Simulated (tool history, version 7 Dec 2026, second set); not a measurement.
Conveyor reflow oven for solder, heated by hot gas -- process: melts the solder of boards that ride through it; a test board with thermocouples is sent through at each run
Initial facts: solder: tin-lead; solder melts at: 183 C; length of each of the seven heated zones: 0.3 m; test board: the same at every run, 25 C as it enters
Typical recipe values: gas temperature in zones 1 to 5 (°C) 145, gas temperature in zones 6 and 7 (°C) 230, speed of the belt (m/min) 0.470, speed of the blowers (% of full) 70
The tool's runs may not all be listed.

| run | day | gas temperature in zones 1 to 5 (°C) | gas temperature in zones 6 and 7 (°C) | speed of the belt (m/min) | speed of the blowers (% of full) | highest temperature of the board (°C) | time above the solder's melting point (s) |
|---|---|---|---|---|---|---|---|
| 1 | 0.000 | 145 | 230 | 0.470 | 70 | 218.1 | 61.2 |
| 2 | 0.492 | 145 | 230 | 0.464 | 70 | 219.0 | 63.4 |
| 3 | 1.508 | 145 | 230 | 0.464 | 70 | 218.3 | 62.9 |
| 4 | 2.538 | 145 | 230 | 0.464 | 70 | 218.3 | 62.1 |
| 5 | 3.442 | 145 | 230 | 0.464 | 70 | 218.5 | 62.9 |
| 6 | 4.175 | 145 | 226 | 0.464 | 70 | 214.9 | 59.5 |
| 7 | 4.838 | 145 | 230 | 0.392 | 70 | 222.8 | 77.6 |
| 8 | 5.758 | 145 | 230 | 0.392 | 70 | 222.6 | 76.9 |
| 9 | 6.654 | 145 | 230 | 0.392 | 70 | 223.0 | 77.9 |
| 10 | 7.371 | 145 | 230 | 0.470 | 64 | 216.6 | 59.5 |
| 11 | 8.025 | 145 | 230 | 0.470 | 64 | 216.5 | 59.3 |
|  | 8.492 | flux residue cleaned out of gas plates and filters |
| 12 | 8.754 | 145 | 230 | 0.470 | 64 | 215.0 | 58.4 |
| 13 | 9.412 | 145 | 230 | 0.470 | 70 | 216.9 | 59.8 |
| 14 | 10.404 | 152 | 230 | 0.470 | 70 | 218.5 | 64.7 |
| 15 | 11.392 | 152 | 230 | 0.470 | 70 | 218.6 | 63.7 |
|  | 11.892 | flux residue cleaned out of gas plates and filters, once more |
| 16 | 12.475 | 152 | 230 | 0.470 | 70 | 221.3 | 66.8 |
| 17 | 13.154 | 159 | 224 | 0.503 | 77 | 217.1 | 62.8 |
| 18 | 13.958 | 151 | 220 | 0.503 | 77 | 212.2 | 56.7 |
| 19 | 14.912 | 145 | 230 | 0.470 | 76 | 221.8 | 64.8 |
| 20 | 15.538 | 153 | 225 | 0.388 | 68 | 220.4 | 82.4 |
| 21 | 16.233 | 156 | 236 | 0.517 | 68 | 224.4 | 62.9 |
| 22 | 16.921 | 156 | 236 | 0.517 | 68 | 224.8 | 64.0 |
| 23 | 17.504 | 134 | 230 | 0.450 | 67 | 219.2 | 61.3 |
| 24 | 18.142 | 153 | 230 | 0.450 | 68 | 222.6 | 70.5 |
| 25 | 18.962 | 153 | 230 | 0.450 | 51 | 217.3 | 66.5 |
| 26 | 19.846 | 148 | 230 | 0.385 | 66 | 225.0 | 82.7 |
| 27 | 20.562 | 145 | 230 | 0.470 | 81 | 222.9 | 65.3 |
| 28 | 21.129 | 152 | 245 | 0.552 | 77 | 231.5 | 61.1 |
| 29 | 21.592 | 135 | 226 | 0.451 | 77 | 217.9 | 60.9 |
| 30 | 22.154 | 145 | 235 | 0.510 | 70 | 222.4 | 59.2 |
| 31 | 22.758 | 157 | 219 | 0.470 | 70 | 212.2 | 63.2 |
| 32 | 23.633 | 144 | 219 | 0.554 | 70 | 205.7 | 41.7 |

Forecast each of these 3 alternatives for the next run:
| A | 24.479 | 137 | 219 | 0.462 | 81 | ? | ? |
| B | 24.479 | 148 | 219 | 0.554 | 70 | ? | ? |
| C | 24.479 | 138 | 243 | 0.477 | 70 | ? | ? |

| run | highest temperature of the board (°C) | time above the solder's melting point (s) |
|---|---|---|
| A | 212.4 | 57.0 |
| B | 206.3 | 43.9 |
| C | 230.4 | 66.4 |
The same runs, with their run-to-run variation unchanged, on a tool lacking any hidden condition would have given:
| run | highest temperature of the board (°C) | time above the solder's melting point (s) |
|---|---|---|
| A | 210.4 | 55.1 |
| B | 204.5 | 42.1 |
| C | 228.4 | 64.8 |

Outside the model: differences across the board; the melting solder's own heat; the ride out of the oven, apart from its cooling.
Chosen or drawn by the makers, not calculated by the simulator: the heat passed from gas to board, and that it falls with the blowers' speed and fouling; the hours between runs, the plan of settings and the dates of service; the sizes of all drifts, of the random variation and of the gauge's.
